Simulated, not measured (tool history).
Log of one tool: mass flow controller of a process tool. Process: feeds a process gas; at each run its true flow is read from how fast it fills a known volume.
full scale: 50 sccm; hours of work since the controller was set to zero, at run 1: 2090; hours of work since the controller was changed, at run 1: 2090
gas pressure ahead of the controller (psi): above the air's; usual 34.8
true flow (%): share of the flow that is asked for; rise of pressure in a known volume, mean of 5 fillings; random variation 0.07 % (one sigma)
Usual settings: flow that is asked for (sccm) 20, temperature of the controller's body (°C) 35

| run | hour | flow that is asked for (sccm) | gas pressure ahead of the controller (psi) | temperature of the controller's body (°C) | hours of work since the controller was set to zero | hours of work since the controller was changed | true flow (%) |
|---|---|---|---|---|---|---|---|
| 1 | 0.0 | 20 | 34.8 | 35 | 2090 | 2090 | 99.05 |
| 2 | 251.7 | 20 | 34.8 | 31 | 2166 | 2166 | 99.65 |
| 3 | 439.8 | 20 | 34.8 | 25 | 2223 | 2223 | 100.15 |
| 4 | 608.1 | 20 | 34.8 | 25 | 2273 | 2273 | 100.25 |
| 5 | 877.8 | 20 | 34.8 | 25 | 2354 | 2354 | 100.31 |
| 6 | 1069.1 | 20 | 34.8 | 25 | 2412 | 2412 | 100.35 |
| 7 | 1261.5 | 20 | 34.8 | 35 | 2469 | 2469 | 99.29 |
| 8 | 1469.0 | 20 | 34.8 | 35 | 2532 | 2532 | 99.35 |
| 9 | 1670.0 | 20 | 34.8 | 38 | 2592 | 2592 | 99.07 |
| 10 | 2044.3 | 20 | 34.8 | 35 | 2705 | 2705 | 99.52 |
| 11 | 2357.1 | 20 | 34.8 | 35 | 2799 | 2799 | 99.72 |
| 12 | 2720.6 | 20 | 34.8 | 35 | 2908 | 2908 | 99.63 |
| 13 | 2897.8 | 20 | 34.8 | 22 | 2961 | 2961 | 101.11 |
| 14 | 3218.4 | 20 | 34.8 | 22 | 3057 | 3057 | 101.04 |
| 15 | 3602.1 | 20 | 34.8 | 35 | 3173 | 3173 | 99.84 |
| 16 | 3934.9 | 7 | 34.8 | 35 | 3273 | 3273 | 103.08 |
| 17 | 4298.6 | 7 | 34.8 | 35 | 3382 | 3382 | 103.19 |
| 18 | 4527.5 | 7 | 34.8 | 35 | 3451 | 3451 | 103.28 |
| 19 | 4845.5 | 7 | 34.8 | 35 | 3546 | 3546 | 103.54 |
| 20 | 5008.8 | 20 | 34.8 | 35 | 3595 | 3595 | 100.23 |
| 21 | 5171.5 | 23 | 34.8 | 35 | 3644 | 3644 | 100.04 |
| 22 | 5379.2 | 23 | 34.8 | 35 | 3706 | 3706 | 100.11 |
| 23 | 5736.7 | 23 | 34.8 | 35 | 3814 | 3814 | 100.28 |
| 24 | 6096.4 | 8 | 23.9 | 35 | 3922 | 3922 | 103.14 |
| 25 | 6423.4 | 5 | 31.5 | 35 | 4020 | 4020 | 107.06 |
| 26 | 6589.8 | 5 | 31.5 | 26 | 4070 | 4070 | 108.17 |
| 27 | 6958.0 | 20 | 34.8 | 34 | 4181 | 4181 | 100.81 |
| 28 | 7293.0 | 20 | 34.8 | 34 | 4281 | 4281 | 100.76 |
| 29 | 7462.2 | 20 | 34.8 | 21 | 4332 | 4332 | 102.23 |

Forecast run 30:
| 30 | 7775.3 | 20 | 31.6 | 22 | 4426 | 4426 | ? |

{"run 30": {"true flow (%)": 102.13}}
Without the tool's hidden state the same run would have given true flow (%) 99.05.
